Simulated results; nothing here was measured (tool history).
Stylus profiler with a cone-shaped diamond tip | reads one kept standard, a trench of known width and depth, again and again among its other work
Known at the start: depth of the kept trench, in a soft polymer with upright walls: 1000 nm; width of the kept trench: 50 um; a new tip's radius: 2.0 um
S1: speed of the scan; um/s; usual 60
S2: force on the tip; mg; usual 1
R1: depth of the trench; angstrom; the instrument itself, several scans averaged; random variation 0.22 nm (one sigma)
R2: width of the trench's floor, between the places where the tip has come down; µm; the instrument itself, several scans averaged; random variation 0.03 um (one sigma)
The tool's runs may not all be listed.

run,hour,S1,S2,R1,R2
1,0,60,1,10068.7,46.25
2,25.8,60,1,10068.8,46.29
3,60.6,60,1,10072.3,46.23
4,91.3,15,1,10069.3,46.49
5,110.7,126,1,10070.4,46.11
6,127.3,29,1,10068.3,46.45
7,157.7,29,1,10069.3,46.42
8,172.9,29,1,10065.2,46.4
9,201.6,29,1,10071.4,46.47
10,225,29,1,10068.5,46.42
11,255.1,29,1,10066.4,46.4
12,272,29,1.58,10092.2,46.41
13,302.3,29,1.58,10095.4,46.48
14,328.4,60,0.58,10049.1,46.16
15,352.6,60,1,10070.8,46.37
16,389.9,60,1,10070.5,46.29
17,419.1,60,1,10070.9,46.3
18,452.7,60,1,10073.3,46.28
19,477.9,60,1,10069.8,46.33
20,494.5,60,2.4,10128.6,46.37
21,523.3,60,1.01,10071.7,46.25
22,544,193,1,10071.3,45.78
23,574.8,193,1,10069.5,45.76
24,610.3,25,1.16,10074.7,46.4
25,639.9,24,2.2,10119.3,46.4
26,656.4,16,1.95,10109.8,46.45
27,673.1,187,1.22,10081.4,45.88
28,693.8,187,1.22,10079.4,45.84
29,714.5,187,1.22,10077.5,45.82
30,744.3,60,0.58,10045.6,46.18
31,772.5,18,1.66,10098.4,46.47
32,800.4,18,1.12,10073.7,46.56
33,821.6,18,1.12,10076.6,46.48
34,858.1,18,1.6,10093,46.45
35,889.1,60,1.3,10082.7,46.35
36,904.8,60,1.3,10079.8,46.32
37,923.6,60,1.3,10079.8,46.35
38,957.2,73,1.29,10084.1,46.22

4 ways to go on from here, each from the tool as it stands after run 38. What would each give?
A,975.8,21,1.14,?,?
B,975.8,22,1.29,?,?
C,975.8,126,1.18,?,?
D,975.8,20,0.4,?,?

run,R1,R2
A,10076.2,46.47
B,10081.1,46.47
C,10076.5,46.1
D,10035.8,46.41
Without the tool's hidden state the same runs would have given:
run,R1,R2
A,10076.7,46.49
B,10081.6,46.49
C,10077,46.12
D,10036.3,46.42

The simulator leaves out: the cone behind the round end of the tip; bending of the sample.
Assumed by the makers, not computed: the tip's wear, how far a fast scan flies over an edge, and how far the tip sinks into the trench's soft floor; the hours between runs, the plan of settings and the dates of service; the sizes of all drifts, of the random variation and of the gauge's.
